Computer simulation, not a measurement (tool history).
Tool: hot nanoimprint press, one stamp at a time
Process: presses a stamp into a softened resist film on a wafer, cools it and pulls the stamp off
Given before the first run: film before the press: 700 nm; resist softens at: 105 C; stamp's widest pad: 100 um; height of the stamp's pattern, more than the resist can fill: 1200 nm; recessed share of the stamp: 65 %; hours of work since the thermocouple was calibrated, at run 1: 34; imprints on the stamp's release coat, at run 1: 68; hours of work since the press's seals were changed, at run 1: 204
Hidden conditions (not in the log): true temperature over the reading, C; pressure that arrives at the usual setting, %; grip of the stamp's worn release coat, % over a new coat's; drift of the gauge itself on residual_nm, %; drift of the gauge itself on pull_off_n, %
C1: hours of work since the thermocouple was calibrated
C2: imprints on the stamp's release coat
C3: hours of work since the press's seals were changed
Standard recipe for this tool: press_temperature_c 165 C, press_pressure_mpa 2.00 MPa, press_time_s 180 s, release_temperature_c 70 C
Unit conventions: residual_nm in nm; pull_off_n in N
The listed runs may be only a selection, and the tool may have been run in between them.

run 1 hour=0.0 | press_temperature_c=165 press_pressure_mpa=2.00 press_time_s=180 release_temperature_c=70 | C1=34 C2=68 C3=204 | residual_nm=390.8 pull_off_n=217
run 2 hour=10.2 | press_temperature_c=165 press_pressure_mpa=2.00 press_time_s=180 release_temperature_c=70 | C1=40 C2=107 C3=211 | residual_nm=393.4 pull_off_n=224
run 3 hour=17.4 | press_temperature_c=159 press_pressure_mpa=2.00 press_time_s=180 release_temperature_c=70 | C1=45 C2=135 C3=215 | residual_nm=470.9 pull_off_n=228
run 4 hour=22.8 | press_temperature_c=159 press_pressure_mpa=2.00 press_time_s=180 release_temperature_c=70 | C1=48 C2=156 C3=219 | residual_nm=469.2 pull_off_n=228
run 5 hour=32.4 | press_temperature_c=165 press_pressure_mpa=2.00 press_time_s=180 release_temperature_c=70 | C1=55 C2=193 C3=225 | residual_nm=389.5 pull_off_n=223
run 6 hour=39.1 | press_temperature_c=176 press_pressure_mpa=2.00 press_time_s=180 release_temperature_c=70 | C1=59 C2=218 C3=229 | residual_nm=269.5 pull_off_n=233
run 7 hour=48.7 | press_temperature_c=162 press_pressure_mpa=2.00 press_time_s=180 release_temperature_c=70 | C1=65 C2=255 C3=235 | residual_nm=432.6 pull_off_n=233
run 8 hour=57.0 | press_temperature_c=167 press_pressure_mpa=2.00 press_time_s=180 release_temperature_c=70 | C1=70 C2=287 C3=240 | residual_nm=367.5 pull_off_n=240
run 9 hour=62.2 | press_temperature_c=167 press_pressure_mpa=2.00 press_time_s=180 release_temperature_c=70 | C1=73 C2=307 C3=244 | residual_nm=368.4 pull_off_n=236
run 10 hour=72.1 | press_temperature_c=167 press_pressure_mpa=2.00 press_time_s=180 release_temperature_c=70 | C1=80 C2=345 C3=250 | residual_nm=368.1 pull_off_n=241
run 11 hour=78.2 | press_temperature_c=167 press_pressure_mpa=2.00 press_time_s=180 release_temperature_c=70 | C1=83 C2=368 C3=254 | residual_nm=367.5 pull_off_n=234
run 12 hour=83.5 | press_temperature_c=165 press_pressure_mpa=2.00 press_time_s=180 release_temperature_c=70 | C1=87 C2=388 C3=257 | residual_nm=390.6 pull_off_n=240
run 13 hour=91.0 | press_temperature_c=165 press_pressure_mpa=1.85 press_time_s=180 release_temperature_c=70 | C1=92 C2=417 C3=262 | residual_nm=405.6 pull_off_n=238
run 14 hour=95.7 | press_temperature_c=165 press_pressure_mpa=1.85 press_time_s=180 release_temperature_c=70 | C1=94 C2=435 C3=265 | residual_nm=405.4 pull_off_n=246
run 15 hour=100.9 | press_temperature_c=165 press_pressure_mpa=1.85 press_time_s=180 release_temperature_c=70 | C1=98 C2=455 C3=268 | residual_nm=405.2 pull_off_n=247
run 16 hour=107.9 | press_temperature_c=165 press_pressure_mpa=1.85 press_time_s=180 release_temperature_c=70 | C1=102 C2=482 C3=273 | residual_nm=405.9 pull_off_n=248
run 17 hour=118.1 | press_temperature_c=162 press_pressure_mpa=2.00 press_time_s=180 release_temperature_c=70 | C1=109 C2=521 C3=279 | residual_nm=432.7 pull_off_n=246
run 18 hour=128.8 | press_temperature_c=173 press_pressure_mpa=1.35 press_time_s=152 release_temperature_c=78 | C1=115 C2=562 C3=286 | residual_nm=375.5 pull_off_n=207
-- hour=132.8 plate thermocouple calibrated
run 19 hour=136.6 | press_temperature_c=173 press_pressure_mpa=1.35 press_time_s=295 release_temperature_c=78 | C1=2 C2=581 C3=289 | residual_nm=296.6 pull_off_n=202
run 20 hour=142.2 | press_temperature_c=173 press_pressure_mpa=2.45 press_time_s=121 release_temperature_c=69 | C1=6 C2=602 C3=292 | residual_nm=324.3 pull_off_n=264
run 21 hour=152.4 | press_temperature_c=172 press_pressure_mpa=2.40 press_time_s=334 release_temperature_c=60 | C1=12 C2=641 C3=299 | residual_nm=224.8 pull_off_n=328
run 22 hour=157.6 | press_temperature_c=173 press_pressure_mpa=1.36 press_time_s=209 release_temperature_c=71 | C1=16 C2=661 C3=302 | residual_nm=337.0 pull_off_n=249
run 23 hour=168.8 | press_temperature_c=173 press_pressure_mpa=1.41 press_time_s=209 release_temperature_c=71 | C1=23 C2=704 C3=309 | residual_nm=332.2 pull_off_n=252
run 24 hour=175.7 | press_temperature_c=173 press_pressure_mpa=1.41 press_time_s=209 release_temperature_c=71 | C1=27 C2=731 C3=314 | residual_nm=333.8 pull_off_n=268
run 25 hour=183.2 | press_temperature_c=173 press_pressure_mpa=2.28 press_time_s=242 release_temperature_c=71 | C1=32 C2=759 C3=318 | residual_nm=255.5 pull_off_n=269
run 26 hour=189.0 | press_temperature_c=173 press_pressure_mpa=2.28 press_time_s=242 release_temperature_c=71 | C1=36 C2=782 C3=322 | residual_nm=253.9 pull_off_n=263
run 27 hour=194.0 | press_temperature_c=165 press_pressure_mpa=1.68 press_time_s=180 release_temperature_c=70 | C1=39 C2=801 C3=325 | residual_nm=423.2 pull_off_n=265
-- hour=200.1 plate thermocouple calibrated, once more
run 28 hour=204.3 | press_temperature_c=165 press_pressure_mpa=1.95 press_time_s=180 release_temperature_c=69 | C1=3 C2=829 C3=330 | residual_nm=398.3 pull_off_n=287
run 29 hour=215.0 | press_temperature_c=166 press_pressure_mpa=1.23 press_time_s=326 release_temperature_c=69 | C1=9 C2=870 C3=336 | residual_nm=373.9 pull_off_n=283

Below, some changes in residual_nm between adjacent runs. For each, the amount present without the hidden state too (settings, incoming material, random variation) and the amount remaining for the hidden state with gauge scatter not shared by both compared results:
Run 6 -> 7: press_temperature_c 176 -> 162. residual_nm +163.1 nm: hidden state +1.3, all else +161.8.
Run 19 -> 20: press_pressure_mpa 1.35 -> 2.45, press_time_s 295 -> 121, release_temperature_c 78 -> 69. residual_nm +27.7 nm: hidden state +2.4, all else +25.3.
Run 26 -> 27: press_temperature_c 173 -> 165, press_pressure_mpa 2.28 -> 1.68, press_time_s 242 -> 180, release_temperature_c 71 -> 70. residual_nm +169.3 nm: hidden state +1.5, all else +167.8.
Run 27 -> 28: press_pressure_mpa 1.68 -> 1.95, release_temperature_c 70 -> 69, plate thermocouple calibrated, once more. residual_nm -24.9 nm: hidden state -4.1, all else -20.8.

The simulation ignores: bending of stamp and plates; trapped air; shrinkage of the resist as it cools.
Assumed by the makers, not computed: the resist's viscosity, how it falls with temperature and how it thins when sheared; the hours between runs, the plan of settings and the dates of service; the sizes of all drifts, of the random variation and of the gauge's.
